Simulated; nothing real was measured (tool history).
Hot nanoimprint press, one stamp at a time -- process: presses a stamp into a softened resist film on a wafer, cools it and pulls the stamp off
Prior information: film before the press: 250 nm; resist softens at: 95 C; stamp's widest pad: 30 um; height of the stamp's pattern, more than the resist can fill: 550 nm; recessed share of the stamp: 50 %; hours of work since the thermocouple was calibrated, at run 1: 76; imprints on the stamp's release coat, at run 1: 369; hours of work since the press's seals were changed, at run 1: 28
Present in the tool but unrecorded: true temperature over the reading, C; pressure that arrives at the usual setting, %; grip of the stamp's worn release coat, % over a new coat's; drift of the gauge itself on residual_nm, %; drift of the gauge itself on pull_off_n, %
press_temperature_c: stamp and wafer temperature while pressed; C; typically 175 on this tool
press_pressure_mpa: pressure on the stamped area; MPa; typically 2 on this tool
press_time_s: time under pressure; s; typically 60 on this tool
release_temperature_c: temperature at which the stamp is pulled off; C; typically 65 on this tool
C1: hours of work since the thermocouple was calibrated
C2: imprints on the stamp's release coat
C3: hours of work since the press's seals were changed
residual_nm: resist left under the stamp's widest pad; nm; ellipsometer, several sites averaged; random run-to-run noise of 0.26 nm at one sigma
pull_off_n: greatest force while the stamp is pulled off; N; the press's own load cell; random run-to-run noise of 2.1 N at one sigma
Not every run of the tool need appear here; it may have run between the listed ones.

run 1 day=0 | press_temperature_c=175 press_pressure_mpa=2 press_time_s=60 release_temperature_c=65 | C1=76 C2=369 C3=28 | residual_nm=134.9 pull_off_n=104
run 2 day=0.875 | press_temperature_c=175 press_pressure_mpa=2 press_time_s=60 release_temperature_c=52 | C1=93 C2=425 C3=44 | residual_nm=135 pull_off_n=114
run 3 day=1.908 | press_temperature_c=175 press_pressure_mpa=2 press_time_s=60 release_temperature_c=52 | C1=112 C2=492 C3=64 | residual_nm=134.4 pull_off_n=114
run 4 day=3.017 | press_temperature_c=175 press_pressure_mpa=2 press_time_s=60 release_temperature_c=52 | C1=133 C2=563 C3=85 | residual_nm=135.7 pull_off_n=119
run 5 day=3.95 | press_temperature_c=175 press_pressure_mpa=2 press_time_s=60 release_temperature_c=52 | C1=151 C2=623 C3=102 | residual_nm=135.4 pull_off_n=122
run 6 day=5.212 | press_temperature_c=175 press_pressure_mpa=2 press_time_s=60 release_temperature_c=65 | C1=175 C2=705 C3=126 | residual_nm=135.8 pull_off_n=107
run 7 day=6.833 | press_temperature_c=175 press_pressure_mpa=2 press_time_s=60 release_temperature_c=65 | C1=205 C2=809 C3=157 | residual_nm=135.8 pull_off_n=117
run 8 day=7.925 | press_temperature_c=175 press_pressure_mpa=2 press_time_s=73 release_temperature_c=65 | C1=226 C2=879 C3=178 | residual_nm=127.4 pull_off_n=116
run 9 day=8.842 | press_temperature_c=175 press_pressure_mpa=1.62 press_time_s=60 release_temperature_c=65 | C1=243 C2=938 C3=195 | residual_nm=147.4 pull_off_n=119
-- day=9.092 plate thermocouple calibrated
run 10 day=9.742 | press_temperature_c=171 press_pressure_mpa=2 press_time_s=60 release_temperature_c=65 | C1=12 C2=988 C3=210 | residual_nm=150.8 pull_off_n=112
run 11 day=10.588 | press_temperature_c=175 press_pressure_mpa=2 press_time_s=60 release_temperature_c=65 | C1=28 C2=1042 C3=226 | residual_nm=137.5 pull_off_n=123
run 12 day=11.829 | press_temperature_c=175 press_pressure_mpa=2 press_time_s=60 release_temperature_c=65 | C1=52 C2=1122 C3=249 | residual_nm=138.1 pull_off_n=117
run 13 day=13.046 | press_temperature_c=175 press_pressure_mpa=2 press_time_s=60 release_temperature_c=65 | C1=75 C2=1200 C3=272 | residual_nm=138.2 pull_off_n=126
run 14 day=14.021 | press_temperature_c=175 press_pressure_mpa=2 press_time_s=60 release_temperature_c=65 | C1=93 C2=1263 C3=291 | residual_nm=138.4 pull_off_n=134
run 15 day=14.85 | press_temperature_c=165 press_pressure_mpa=2 press_time_s=60 release_temperature_c=65 | C1=109 C2=1316 C3=306 | residual_nm=172.9 pull_off_n=129
run 16 day=15.588 | press_temperature_c=172 press_pressure_mpa=2 press_time_s=75 release_temperature_c=57 | C1=123 C2=1364 C3=320 | residual_nm=138.3 pull_off_n=135
run 17 day=16.971 | press_temperature_c=167 press_pressure_mpa=2.82 press_time_s=81 release_temperature_c=65 | C1=149 C2=1453 C3=346 | residual_nm=134.1 pull_off_n=128
-- day=17.479 stamp cleaned and given a new release coat
run 18 day=18.192 | press_temperature_c=166 press_pressure_mpa=1.26 press_time_s=96 release_temperature_c=65 | C1=168 C2=45 C3=365 | residual_nm=172.6 pull_off_n=93
-- day=18.462 plate thermocouple calibrated, once more
run 19 day=19.388 | press_temperature_c=166 press_pressure_mpa=1.26 press_time_s=105 release_temperature_c=65 | C1=18 C2=114 C3=385 | residual_nm=163.6 pull_off_n=97
run 20 day=20.212 | press_temperature_c=175 press_pressure_mpa=2 press_time_s=87 release_temperature_c=58 | C1=33 C2=167 C3=401 | residual_nm=117.8 pull_off_n=108
run 21 day=21.504 | press_temperature_c=175 press_pressure_mpa=2 press_time_s=87 release_temperature_c=58 | C1=58 C2=251 C3=425 | residual_nm=118.2 pull_off_n=105
run 22 day=22.958 | press_temperature_c=175 press_pressure_mpa=1.89 press_time_s=60 release_temperature_c=66 | C1=85 C2=344 C3=453 | residual_nm=138.3 pull_off_n=97
run 23 day=24.5 | press_temperature_c=175 press_pressure_mpa=3.03 press_time_s=49 release_temperature_c=51 | C1=114 C2=443 C3=482 | residual_nm=123.7 pull_off_n=115
run 24 day=25.679 | press_temperature_c=177 press_pressure_mpa=1.77 press_time_s=84 release_temperature_c=72 | C1=137 C2=519 C3=504 | residual_nm=120.7 pull_off_n=102
run 25 day=27.15 | press_temperature_c=185 press_pressure_mpa=2 press_time_s=60 release_temperature_c=68 | C1=164 C2=614 C3=532 | residual_nm=108.2 pull_off_n=110
run 26 day=28.171 | press_temperature_c=185 press_pressure_mpa=2 press_time_s=77 release_temperature_c=68 | C1=184 C2=679 C3=551 | residual_nm=98.3 pull_off_n=103
run 27 day=29.429 | press_temperature_c=185 press_pressure_mpa=2 press_time_s=77 release_temperature_c=68 | C1=208 C2=760 C3=575 | residual_nm=98.4 pull_off_n=112
run 28 day=30.496 | press_temperature_c=185 press_pressure_mpa=2 press_time_s=77 release_temperature_c=68 | C1=228 C2=829 C3=596 | residual_nm=97.9 pull_off_n=108
run 29 day=31.346 | press_temperature_c=175 press_pressure_mpa=2 press_time_s=117 release_temperature_c=57 | C1=244 C2=884 C3=612 | residual_nm=107.7 pull_off_n=123

Here are 4 independent what-if runs from the current tool condition. What would each one return?
run A day=32.058 | press_temperature_c=175 press_pressure_mpa=2 press_time_s=117 release_temperature_c=56 | C1=257 C2=930 C3=625 | residual_nm=? pull_off_n=?
run B day=32.058 | press_temperature_c=175 press_pressure_mpa=2 press_time_s=31 release_temperature_c=57 | C1=257 C2=930 C3=625 | residual_nm=? pull_off_n=?
run C day=32.058 | press_temperature_c=175 press_pressure_mpa=3.16 press_time_s=33 release_temperature_c=57 | C1=257 C2=930 C3=625 | residual_nm=? pull_off_n=?
run D day=32.058 | press_temperature_c=183 press_pressure_mpa=2 press_time_s=60 release_temperature_c=65 | C1=257 C2=930 C3=625 | residual_nm=? pull_off_n=?

run=A residual_nm=107.7 pull_off_n=124
run=B residual_nm=167.5 pull_off_n=127
run=C residual_nm=140.7 pull_off_n=124
run=D residual_nm=114.1 pull_off_n=114
Stripped of hidden state, with their random variation kept, the same runs would have yielded:
run=A residual_nm=104.5 pull_off_n=101
run=B residual_nm=164 pull_off_n=103
run=C residual_nm=136.6 pull_off_n=100
run=D residual_nm=111.1 pull_off_n=92
